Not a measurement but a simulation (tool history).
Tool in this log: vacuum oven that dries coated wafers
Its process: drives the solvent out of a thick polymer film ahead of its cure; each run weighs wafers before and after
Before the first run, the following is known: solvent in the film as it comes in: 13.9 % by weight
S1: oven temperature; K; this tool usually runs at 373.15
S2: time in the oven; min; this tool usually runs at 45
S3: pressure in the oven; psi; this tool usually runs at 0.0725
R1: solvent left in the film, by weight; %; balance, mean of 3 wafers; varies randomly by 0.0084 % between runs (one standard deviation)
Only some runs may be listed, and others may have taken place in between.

run,hour,S1,S2,S3,R1
1,0,373.15,45,0.0725,0.946
2,16,373.15,45,0.0725,0.942
3,33.9,373.15,57,0.0725,0.574
4,52.1,373.15,45,0.2122,1.244
5,75.1,373.15,45,0.2122,1.231
6,85.8,373.15,45,0.0725,0.938
7,95.2,373.15,45,0.0725,0.944
8,117.1,373.15,45,0.0725,0.939
9,127.6,373.15,45,0.0725,0.943
# hour 130.6: oven's thermocouples calibrated
10,139.5,373.15,45,0.0725,0.936
11,155.2,375.15,45,0.1693,0.965
# hour 173.3: oven's thermocouples calibrated, once more
12,173.4,384.15,30,0.0439,0.756

Run 13 has not been measured yet. What should we expect?
13,187.5,374.15,28,0.1907,?

R1: 2.257 %
With the hidden condition absent and the run-to-run variation left alone, this run would have shown R1 2.23 %.
